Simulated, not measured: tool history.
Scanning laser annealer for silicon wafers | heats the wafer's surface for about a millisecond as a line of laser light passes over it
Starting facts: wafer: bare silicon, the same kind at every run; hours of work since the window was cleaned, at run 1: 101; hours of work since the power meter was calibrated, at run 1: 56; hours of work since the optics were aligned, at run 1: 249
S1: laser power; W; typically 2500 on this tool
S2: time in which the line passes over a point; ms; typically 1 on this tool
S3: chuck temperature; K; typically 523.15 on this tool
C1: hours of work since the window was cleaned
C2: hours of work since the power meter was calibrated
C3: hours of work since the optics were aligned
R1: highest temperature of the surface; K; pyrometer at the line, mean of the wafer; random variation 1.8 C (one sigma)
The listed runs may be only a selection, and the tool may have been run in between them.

Run 1, hour 0: usual settings; C1 101; C2 56; C3 249. Result: R1 1320.15 K.
Run 2, hour 20.2: usual settings; C1 117; C2 71; C3 264. Result: R1 1319.15 K.
Run 3, hour 38.7: usual settings; C1 132; C2 86; C3 279. Result: R1 1324.15 K.
Run 4, hour 56.9: usual settings; C1 146; C2 100; C3 293. Result: R1 1325.15 K.
Run 5, hour 81.7: usual settings but S1 2359 W; C1 166; C2 120; C3 313. Result: R1 1274.15 K.
Run 6, hour 121.6: usual settings but S1 2359 W; C1 197; C2 151; C3 344. Result: R1 1275.15 K.
Run 7, hour 159.1: usual settings but S1 2359 W; C1 227; C2 181; C3 374. Result: R1 1274.15 K.
Run 8, hour 197.7: usual settings but S1 2359 W; C1 257; C2 211; C3 404. Result: R1 1272.15 K.
Run 9, hour 217.6: usual settings but S1 2585 W; C1 273; C2 227; C3 420. Result: R1 1352.15 K.
Run 10, hour 260.9: usual settings but S1 2585 W; C1 307; C2 261; C3 454. Result: R1 1353.15 K.
Run 11, hour 293.8: usual settings but S1 2585 W; C1 333; C2 287; C3 480. Result: R1 1351.15 K.
Run 12, hour 332.6: usual settings but S1 2585 W; C1 364; C2 318; C3 511. Result: R1 1353.15 K.
Run 13, hour 370.1: usual settings but S1 2585 W; C1 393; C2 347; C3 540. Result: R1 1353.15 K.
Run 14, hour 409.7: usual settings but S1 2142 W, S3 490.15 K; C1 424; C2 379; C3 572. Result: R1 1170.15 K.
Run 15, hour 442.9: usual settings but S1 2346 W, S3 501.15 K; C1 451; C2 405; C3 598. Result: R1 1250.15 K.
Run 16, hour 464.2: usual settings but S1 2346 W, S2 0.77 ms, S3 511.15 K; C1 467; C2 422; C3 615. Result: R1 1174.15 K.
At hour 493: window over the wafer cleaned.
Run 17, hour 498.9: usual settings but S1 2443 W, S2 0.98 ms; C1 5; C2 447; C3 640. Result: R1 1297.15 K.
Run 18, hour 538.5: usual settings but S1 2653 W, S2 1.06 ms, S3 546.15 K; C1 36; C2 479; C3 672. Result: R1 1424.15 K.
Run 19, hour 556.8: usual settings but S1 2653 W, S2 1.06 ms, S3 546.15 K; C1 50; C2 493; C3 686. Result: R1 1420.15 K.
Run 20, hour 600.2: usual settings but S1 2696 W, S2 0.83 ms, S3 553.15 K; C1 85; C2 527; C3 720. Result: R1 1353.15 K.
At hour 630.7: optics aligned, line set to its width.
Run 21, hour 646.7: usual settings but S1 2265 W, S2 1.02 ms, S3 527.15 K; C1 117; C2 560; C3 13. Result: R1 1252.15 K.
Run 22, hour 667.7: usual settings but S1 2136 W, S2 0.95 ms; C1 134; C2 577; C3 29. Result: R1 1184.15 K.
Run 23, hour 688.8: usual settings but S1 2378 W, S2 1.11 ms, S3 495.15 K; C1 150; C2 593; C3 46. Result: R1 1289.15 K.
Run 24, hour 726.7: usual settings but S1 2548 W, S2 1.08 ms, S3 527.15 K; C1 180; C2 623; C3 76. Result: R1 1375.15 K.
Run 25, hour 745.9: usual settings but S1 2412 W, S2 0.71 ms, S3 532.15 K; C1 195; C2 638; C3 91. Result: R1 1193.15 K.

Alternative continuations, all from the tool just after run 25; predict every row:
Run A, hour 784.3: usual settings but S1 2674 W; C1 226; C2 668; C3 121. Result: R1 ?.
Run B, hour 784.3: usual settings but S1 2282 W, S2 1.01 ms; C1 226; C2 668; C3 121. Result: R1 ?.
Run C, hour 784.3: usual settings but S2 0.71 ms, S3 531.15 K; C1 226; C2 668; C3 121. Result: R1 ?.

run       R1
  A  1379.15
  B  1253.15
  C  1215.15
Without the tool's hidden state the same runs would have given:
run       R1
  A  1379.15
  B  1253.15
  C  1215.15
